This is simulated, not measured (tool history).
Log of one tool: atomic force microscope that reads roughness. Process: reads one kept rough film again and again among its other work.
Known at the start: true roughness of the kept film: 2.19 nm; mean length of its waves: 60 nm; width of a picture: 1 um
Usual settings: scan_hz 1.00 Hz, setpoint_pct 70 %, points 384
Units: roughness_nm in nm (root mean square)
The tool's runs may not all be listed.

run 1 day=0.000 | scan_hz=1.00 setpoint_pct=70 points=384 | roughness_nm=2.012
run 2 day=0.350 | scan_hz=2.03 setpoint_pct=70 points=384 | roughness_nm=1.902
run 3 day=0.588 | scan_hz=2.03 setpoint_pct=70 points=384 | roughness_nm=1.903
run 4 day=0.854 | scan_hz=1.00 setpoint_pct=70 points=384 | roughness_nm=2.023
-- day=0.996 new tip fitted
run 5 day=1.254 | scan_hz=1.00 setpoint_pct=70 points=325 | roughness_nm=2.008
run 6 day=1.546 | scan_hz=1.00 setpoint_pct=70 points=384 | roughness_nm=2.011
run 7 day=1.954 | scan_hz=1.00 setpoint_pct=70 points=384 | roughness_nm=2.015
run 8 day=2.329 | scan_hz=1.00 setpoint_pct=70 points=258 | roughness_nm=2.012
run 9 day=2.654 | scan_hz=1.00 setpoint_pct=70 points=384 | roughness_nm=2.022
run 10 day=3.088 | scan_hz=1.00 setpoint_pct=58 points=314 | roughness_nm=2.086
run 11 day=3.304 | scan_hz=3.67 setpoint_pct=78 points=384 | roughness_nm=1.592
run 12 day=3.496 | scan_hz=1.00 setpoint_pct=55 points=452 | roughness_nm=2.077
run 13 day=3.942 | scan_hz=3.37 setpoint_pct=86 points=979 | roughness_nm=1.462
run 14 day=4.204 | scan_hz=3.37 setpoint_pct=86 points=979 | roughness_nm=1.481
run 15 day=4.638 | scan_hz=1.47 setpoint_pct=59 points=268 | roughness_nm=2.035
run 16 day=5.075 | scan_hz=1.47 setpoint_pct=59 points=268 | roughness_nm=2.044
run 17 day=5.429 | scan_hz=2.11 setpoint_pct=66 points=775 | roughness_nm=1.935
run 18 day=5.896 | scan_hz=2.84 setpoint_pct=66 points=936 | roughness_nm=1.884

Forecast each of these 5 alternatives for the next run:
run A day=6.271 | scan_hz=0.76 setpoint_pct=65 points=936 | roughness_nm=?
run B day=6.271 | scan_hz=2.75 setpoint_pct=70 points=873 | roughness_nm=?
run C day=6.271 | scan_hz=1.82 setpoint_pct=70 points=470 | roughness_nm=?
run D day=6.271 | scan_hz=0.61 setpoint_pct=66 points=936 | roughness_nm=?
run E day=6.271 | scan_hz=1.06 setpoint_pct=60 points=360 | roughness_nm=?

run=A roughness_nm=2.063
run=B roughness_nm=1.833
run=C roughness_nm=1.926
run=D roughness_nm=2.081
run=E roughness_nm=2.057
Without the tool's hidden state the same runs would have given:
run=A roughness_nm=2.065
run=B roughness_nm=1.834
run=C roughness_nm=1.927
run=D roughness_nm=2.082
run=E roughness_nm=2.059
